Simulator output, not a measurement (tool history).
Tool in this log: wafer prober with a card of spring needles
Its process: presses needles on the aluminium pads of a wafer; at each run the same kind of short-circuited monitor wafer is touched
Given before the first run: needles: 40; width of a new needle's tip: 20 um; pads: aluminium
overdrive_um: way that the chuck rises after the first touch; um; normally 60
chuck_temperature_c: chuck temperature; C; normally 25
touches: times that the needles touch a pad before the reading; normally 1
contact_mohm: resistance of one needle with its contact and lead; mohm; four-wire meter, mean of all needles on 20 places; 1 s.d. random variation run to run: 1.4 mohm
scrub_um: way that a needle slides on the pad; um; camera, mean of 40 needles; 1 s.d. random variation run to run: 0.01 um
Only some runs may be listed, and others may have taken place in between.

Run 1, day 0.000: usual settings. Result: contact_mohm 183 mohm, scrub_um 8.55 um.
At day 0.346: tips cleaned on abrasive film.
At day 0.921: tips cleaned on abrasive film.
At day 1.492: tips cleaned on abrasive film.
At day 2.058: tips cleaned on abrasive film.
Run 2, day 2.058: usual settings. Result: contact_mohm 141 mohm, scrub_um 8.52 um.
At day 2.633: tips cleaned on abrasive film.
At day 3.092: tips cleaned on abrasive film.
At day 3.667: tips cleaned on abrasive film.
At day 4.179: tips cleaned on abrasive film.
Run 3, day 4.179: usual settings. Result: contact_mohm 140 mohm, scrub_um 8.50 um.
At day 4.754: tips cleaned on abrasive film.
At day 5.221: height of the first contact set anew.
At day 5.338: tips cleaned on abrasive film.
At day 5.800: tips cleaned on abrasive film.
At day 6.371: tips cleaned on abrasive film.
At day 6.946: tips cleaned on abrasive film.
At day 7.517: tips cleaned on abrasive film.
Run 4, day 7.788: usual settings. Result: contact_mohm 211 mohm, scrub_um 8.60 um.
At day 8.017: tips cleaned on abrasive film.
At day 8.479: tips cleaned on abrasive film.
At day 9.050: tips cleaned on abrasive film.
At day 9.625: tips cleaned on abrasive film.
Run 5, day 9.988: usual settings. Result: contact_mohm 226 mohm, scrub_um 8.57 um.
At day 10.104: tips cleaned on abrasive film.
At day 10.679: tips cleaned on abrasive film.
At day 11.138: tips cleaned on abrasive film.
At day 11.712: tips cleaned on abrasive film.
Run 6, day 11.842: usual settings. Result: contact_mohm 189 mohm, scrub_um 8.55 um.
At day 12.183: tips cleaned on abrasive film.
At day 12.758: tips cleaned on abrasive film.
At day 13.333: tips cleaned on abrasive film.
At day 13.904: tips cleaned on abrasive film.
At day 14.479: tips cleaned on abrasive film.
At day 15.050: tips cleaned on abrasive film.
At day 15.062: height of the first contact set anew.
Run 7, day 15.192: usual settings but touches 2. Result: contact_mohm 165 mohm, scrub_um 8.65 um.
At day 15.538: tips cleaned on abrasive film.
At day 16.112: tips cleaned on abrasive film.
At day 16.683: tips cleaned on abrasive film.
At day 17.142: tips cleaned on abrasive film.
At day 17.717: tips cleaned on abrasive film.
At day 18.292: tips cleaned on abrasive film.
Run 8, day 18.575: usual settings but touches 2. Result: contact_mohm 186 mohm, scrub_um 8.62 um.
At day 18.804: tips cleaned on abrasive film.
At day 19.379: tips cleaned on abrasive film.
At day 19.950: tips cleaned on abrasive film.
At day 20.412: tips cleaned on abrasive film.
At day 20.888: tips cleaned on abrasive film.
Run 9, day 20.888: usual settings. Result: contact_mohm 137 mohm, scrub_um 8.57 um.
At day 21.346: tips cleaned on abrasive film.
At day 21.921: tips cleaned on abrasive film.
At day 22.492: tips cleaned on abrasive film.
At day 23.067: tips cleaned on abrasive film.
Run 10, day 23.362: usual settings but chuck_temperature_c 114 C. Result: contact_mohm 223 mohm, scrub_um 8.53 um.
At day 23.596: tips cleaned on abrasive film.
At day 24.167: tips cleaned on abrasive film.
At day 24.742: tips cleaned on abrasive film.
At day 24.867: height of the first contact set anew.
At day 25.329: tips cleaned on abrasive film.
At day 25.900: tips cleaned on abrasive film.
At day 26.358: tips cleaned on abrasive film.
Run 11, day 26.712: usual settings. Result: contact_mohm 237 mohm, scrub_um 8.60 um.
At day 26.829: tips cleaned on abrasive film.
At day 27.404: tips cleaned on abrasive film.
At day 27.975: tips cleaned on abrasive film.
Run 12, day 28.354: usual settings. Result: contact_mohm 234 mohm, scrub_um 8.59 um.
At day 28.471: tips cleaned on abrasive film.
At day 29.046: tips cleaned on abrasive film.
At day 29.617: tips cleaned on abrasive film.
Run 13, day 30.021: usual settings but overdrive_um 55 um. Result: contact_mohm 249 mohm, scrub_um 7.83 um.
At day 30.138: tips cleaned on abrasive film.
At day 30.708: tips cleaned on abrasive film.
At day 31.283: tips cleaned on abrasive film.
At day 31.858: tips cleaned on abrasive film.
Run 14, day 32.292: usual settings but overdrive_um 56 um. Result: contact_mohm 259 mohm, scrub_um 7.96 um.
At day 32.408: tips cleaned on abrasive film.
At day 32.983: tips cleaned on abrasive film.
At day 33.554: tips cleaned on abrasive film.
At day 34.129: tips cleaned on abrasive film.
At day 34.700: tips cleaned on abrasive film.
At day 34.712: height of the first contact set anew.
Run 15, day 34.733: usual settings but overdrive_um 66 um. Result: contact_mohm 143 mohm, scrub_um 9.51 um.
At day 35.192: tips cleaned on abrasive film.
At day 35.767: tips cleaned on abrasive film.
At day 36.338: tips cleaned on abrasive film.
At day 36.912: tips cleaned on abrasive film.
At day 37.471: tips cleaned on abrasive film.
Run 16, day 37.471: usual settings but overdrive_um 66 um, chuck_temperature_c 96 C. Result: contact_mohm 151 mohm, scrub_um 9.46 um.
At day 38.042: tips cleaned on abrasive film.
At day 38.617: tips cleaned on abrasive film.
At day 39.188: tips cleaned on abrasive film.
At day 39.762: tips cleaned on abrasive film.
At day 40.338: tips cleaned on abrasive film.
At day 40.908: tips cleaned on abrasive film.
Run 17, day 40.942: usual settings but overdrive_um 44 um, chuck_temperature_c 68 C. Result: contact_mohm 188 mohm, scrub_um 6.24 um.
At day 41.400: tips cleaned on abrasive film.
At day 41.975: tips cleaned on abrasive film.
At day 42.546: tips cleaned on abrasive film.
At day 43.121: tips cleaned on abrasive film.
Run 18, day 43.129: usual settings but overdrive_um 44 um, chuck_temperature_c 68 C. Result: contact_mohm 165 mohm, scrub_um 6.22 um.
At day 43.588: tips cleaned on abrasive film.
At day 44.162: tips cleaned on abrasive film.
At day 44.512: height of the first contact set anew.
At day 44.746: tips cleaned on abrasive film.
At day 45.321: tips cleaned on abrasive film.
Run 19, day 45.429: usual settings but overdrive_um 44 um, chuck_temperature_c 68 C. Result: contact_mohm 232 mohm, scrub_um 6.33 um.
At day 45.888: tips cleaned on abrasive film.
At day 46.462: tips cleaned on abrasive film.
At day 47.033: tips cleaned on abrasive film.
Run 20, day 47.458: usual settings but overdrive_um 45 um, chuck_temperature_c 30 C, touches 2. Result: contact_mohm 247 mohm, scrub_um 6.45 um.
At day 47.575: tips cleaned on abrasive film.
At day 48.150: tips cleaned on abrasive film.
At day 48.725: tips cleaned on abrasive film.
At day 49.296: tips cleaned on abrasive film.
At day 49.754: tips cleaned on abrasive film.
At day 50.329: tips cleaned on abrasive film.
Run 21, day 50.467: usual settings but overdrive_um 45 um, chuck_temperature_c 30 C, touches 2. Result: contact_mohm 207 mohm, scrub_um 6.39 um.

The next listed run, before its measurement:
At day 50.812: tips cleaned on abrasive film.
At day 51.388: tips cleaned on abrasive film.
At day 51.962: tips cleaned on abrasive film.
At day 52.533: tips cleaned on abrasive film.
At day 53.108: tips cleaned on abrasive film.
At day 53.679: tips cleaned on abrasive film.
Run 22, day 53.992: usual settings but overdrive_um 64 um, chuck_temperature_c 98 C, touches 2. Result: contact_mohm ?, scrub_um ?.

contact_mohm: 194 mohm
scrub_um: 9.10 um
Take away the tool's hidden state, keep the run-to-run variation as it was, and the same run would have given contact_mohm 142 mohm, scrub_um 9.24 um.
